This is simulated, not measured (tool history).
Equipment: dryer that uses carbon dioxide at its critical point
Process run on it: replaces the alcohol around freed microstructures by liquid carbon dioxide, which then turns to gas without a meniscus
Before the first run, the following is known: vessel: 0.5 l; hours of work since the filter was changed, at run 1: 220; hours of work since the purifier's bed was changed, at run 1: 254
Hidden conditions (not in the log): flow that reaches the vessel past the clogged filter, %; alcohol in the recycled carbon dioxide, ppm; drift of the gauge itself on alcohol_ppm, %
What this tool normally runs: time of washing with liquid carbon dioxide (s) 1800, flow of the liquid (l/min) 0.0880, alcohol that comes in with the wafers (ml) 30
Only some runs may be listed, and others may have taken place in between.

run	hour	time of washing with liquid carbon dioxide (s)	flow of the liquid (l/min)	alcohol that comes in with the wafers (ml)	hours of work since the filter was changed	hours of work since the purifier's bed was changed	alcohol left in the vessel before it's heated (ppm by volume)
1	0.0	1800	0.0880	30	220	254	1600
2	9.3	1860	0.0880	30	226	260	1448
3	18.1	1860	0.0880	30	232	267	1438
4	27.3	2880	0.0880	30	239	273	262
5	32.5	2880	0.0880	44	242	277	337
6	38.3	2820	0.0880	44	246	281	384
7	48.9	2820	0.0698	44	254	288	998
8	54.3	2820	0.0698	44	257	292	1015
9	61.0	2820	0.0698	44	262	296	991
10	72.2	1800	0.0880	30	270	304	1699
11	78.1	1800	0.0880	30	274	308	1711
12	87.4	1260	0.0886	24	280	314	3825
# hour 93.4: inlet filter changed
13	93.9	1260	0.1015	30	0	318	2889
14	100.3	1800	0.1015	30	5	323	810
15	109.9	1800	0.0880	42	11	329	1948
16	119.5	1800	0.1100	42	18	336	831
17	125.2	1620	0.0852	31	22	340	2233
18	133.7	1800	0.0781	71	28	346	4832
19	144.5	1140	0.0993	41	35	353	5492
20	149.9	1800	0.1345	68	39	357	565
21	156.4	1800	0.1345	68	44	361	563
22	161.7	2820	0.1345	88	47	365	139

Branching from run 22: 5 alternative next runs. What would each branch give?
A	170.7	1080	0.1462	36	53	371	?
B	170.7	2820	0.0762	88	53	371	?
C	170.7	2880	0.0616	59	53	371	?
D	170.7	2820	0.0868	88	53	371	?
E	170.7	2820	0.0939	68	53	371	?

run	alcohol left in the vessel before it's heated (ppm by volume)
A	1814
B	1092
C	1683
D	599
E	353
What these runs would have given with no unlogged condition in the tool:
run	alcohol left in the vessel before it's heated (ppm by volume)
A	1627
B	920
C	1488
D	453
E	225

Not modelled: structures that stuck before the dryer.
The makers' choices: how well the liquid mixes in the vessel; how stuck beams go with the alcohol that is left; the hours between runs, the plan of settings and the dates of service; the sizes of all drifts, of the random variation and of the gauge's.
